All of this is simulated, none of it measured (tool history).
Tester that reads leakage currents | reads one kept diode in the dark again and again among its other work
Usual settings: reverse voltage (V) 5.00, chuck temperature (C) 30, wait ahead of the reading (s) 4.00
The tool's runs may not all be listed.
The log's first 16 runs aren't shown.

| run | hour | reverse voltage (V) | chuck temperature (C) | wait ahead of the reading (s) | hours of work since the probe card was cleaned | hours of work since the tester was calibrated | hours of work since the chuck was calibrated | current that the tester gives (pA) |
|---|---|---|---|---|---|---|---|---|
| 17 | 1129.9 | 6.43 | 21 | 4.00 | 171 | 1598 | 1051 | 105.69 |
| 18 | 1179.0 | 5.64 | 59 | 1.65 | 192 | 1620 | 1073 | 2241.73 |
| 19 | 1258.6 | 2.44 | 26 | 0.60 | 227 | 1655 | 1107 | 104.99 |
| 20 | 1303.4 | 1.80 | 26 | 1.29 | 247 | 1674 | 1127 | 91.61 |
| 21 | 1374.0 | 1.80 | 26 | 1.29 | 277 | 1705 | 1158 | 91.77 |
| 22 | 1421.6 | 1.80 | 26 | 1.29 | 298 | 1726 | 1179 | 91.80 |
|  | 1432.3 | tester calibrated |
| 23 | 1517.8 | 15.36 | 26 | 0.91 | 340 | 37 | 1220 | 259.13 |
| 24 | 1615.1 | 1.66 | 30 | 4.00 | 382 | 80 | 1262 | 126.39 |
| 25 | 1704.9 | 1.66 | 30 | 4.00 | 421 | 119 | 1302 | 126.68 |
|  | 1760.3 | tester calibrated, once more |
| 26 | 1772.0 | 11.39 | 22 | 4.96 | 450 | 5 | 1330 | 159.07 |
| 27 | 1859.1 | 16.65 | 24 | 0.68 | 488 | 43 | 1368 | 231.48 |
| 28 | 1942.0 | 5.00 | 51 | 3.42 | 524 | 79 | 1405 | 1195.86 |
| 29 | 1992.2 | 4.01 | 25 | 3.42 | 546 | 101 | 1427 | 126.57 |
| 30 | 2065.3 | 16.96 | 44 | 4.89 | 578 | 133 | 1459 | 1245.03 |
| 31 | 2130.9 | 16.96 | 44 | 4.89 | 607 | 162 | 1487 | 1241.54 |
| 32 | 2185.4 | 1.75 | 57 | 1.29 | 631 | 186 | 1511 | 1146.21 |
| 33 | 2239.2 | 1.75 | 57 | 1.29 | 654 | 210 | 1535 | 1139.73 |

Forecast each of these 3 alternatives for the next run:
| A | 2309.9 | 1.21 | 30 | 0.79 | 685 | 240 | 1566 | ? |
| B | 2309.9 | 11.10 | 59 | 4.00 | 685 | 240 | 1566 | ? |
| C | 2309.9 | 5.00 | 29 | 4.00 | 685 | 240 | 1566 | ? |

| run | current that the tester gives (pA) |
|---|---|
| A | 111.91 |
| B | 3193.98 |
| C | 203.12 |
Without the tool's hidden state the same runs would have given:
| run | current that the tester gives (pA) |
|---|---|
| A | 97.54 |
| B | 2858.21 |
| C | 175.26 |

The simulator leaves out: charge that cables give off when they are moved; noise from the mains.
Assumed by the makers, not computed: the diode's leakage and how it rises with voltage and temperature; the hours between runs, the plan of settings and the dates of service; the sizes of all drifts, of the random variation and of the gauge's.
